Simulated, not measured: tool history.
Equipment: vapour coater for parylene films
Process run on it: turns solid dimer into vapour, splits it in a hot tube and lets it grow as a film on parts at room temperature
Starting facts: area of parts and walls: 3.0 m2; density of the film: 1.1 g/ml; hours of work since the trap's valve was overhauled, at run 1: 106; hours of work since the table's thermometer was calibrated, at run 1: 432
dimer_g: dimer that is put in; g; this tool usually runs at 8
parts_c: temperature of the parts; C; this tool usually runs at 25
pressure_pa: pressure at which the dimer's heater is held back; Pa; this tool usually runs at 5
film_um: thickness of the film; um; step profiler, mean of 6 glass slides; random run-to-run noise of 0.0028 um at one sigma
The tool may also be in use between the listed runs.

run,hour,dimer_g,parts_c,pressure_pa,hours of work since the trap's valve was overhauled,hours of work since the table's thermometer was calibrated,film_um
1,0,8,25,5,106,432,1.337
2,35.9,8,25,2.76,127,454,1.397
3,73.5,8,25,5,150,476,1.323
4,100,8,25,5,166,492,1.32
5,115.6,8,25,5,175,502,1.322
6,148.2,8,25,5,194,521,1.315
7,184.3,3,25,5,216,543,0.493
8,208.2,13,25,5,230,557,2.125
9,231.6,8,25,5,244,571,1.309
10,252.6,6,25,5,257,584,0.977
11,286.4,3,25,5,277,604,0.489
12,306.5,3,25,5,289,616,0.484
13,332.1,3,25,5,305,631,0.48
# hour 365.8: trap's valve overhauled
14,372.6,3,25,5,4,653,0.514
15,404.8,3,25,5,23,672,0.517
16,425.5,3,25,5,36,685,0.511
17,455.1,8,25,5,54,703,1.362
18,490.6,8,18,5,75,724,1.772
19,528.5,14,30,5,97,746,1.957
20,560.8,3,24,5,117,766,0.522
21,585.7,11,24,2.82,132,781,2.013
22,617.6,9,24,2.82,151,800,1.646
23,650.6,9,24,2.82,171,820,1.643
24,666.6,9,24,2.82,180,829,1.636
25,685.2,8,25,2.39,191,840,1.417
26,713.1,4,25,2.39,208,857,0.706
27,745.4,4,27,2.07,227,876,0.659
28,766.5,11,19,2.07,240,889,2.457
29,791.2,6,36,6.76,255,904,0.636
30,818.8,4,21,4.66,271,920,0.772
31,850,11,17,3.69,290,939,2.513
32,870.9,6,20,9.85,302,952,1.124
33,899.8,4,25,9.56,320,969,0.621
# hour 909.1: trap's valve overhauled
34,921.5,7,37,11.73,7,979,0.723

Below, some changes in film_um between adjacent runs. For each, the amount present without the hidden state too (settings, incoming material, random variation) and the amount remaining for the hidden state with gauge scatter not shared by both compared results:
Unlogged tool condition in this case: vapour lost through the trap's worn valve, %; true temperature of the parts over the reading, C; drift of the gauge itself on film_um, %.
Run 7 -> 8: dimer_g 3 -> 13. film_um +1.632 um: hidden state -0.03, all else +1.662.
Run 13 -> 14: trap's valve overhauled. film_um +0.034 um: hidden state +0.03, all else +0.004.
Run 27 -> 28: dimer_g 4 -> 11, parts_c 27 -> 19. film_um +1.798 um: hidden state -0.011, all else +1.809.
Run 28 -> 29: dimer_g 11 -> 6, parts_c 19 -> 36, pressure_pa 2.07 -> 6.76. film_um -1.821 um: hidden state +0.008, all else -1.829.
Run 30 -> 31: dimer_g 4 -> 11, parts_c 21 -> 17, pressure_pa 4.66 -> 3.69. film_um +1.741 um: hidden state -0.025, all else +1.766.
Run 33 -> 34: dimer_g 4 -> 7, parts_c 25 -> 37, pressure_pa 9.56 -> 11.73, trap's valve overhauled. film_um +0.102 um: hidden state +0.047, all else +0.055.

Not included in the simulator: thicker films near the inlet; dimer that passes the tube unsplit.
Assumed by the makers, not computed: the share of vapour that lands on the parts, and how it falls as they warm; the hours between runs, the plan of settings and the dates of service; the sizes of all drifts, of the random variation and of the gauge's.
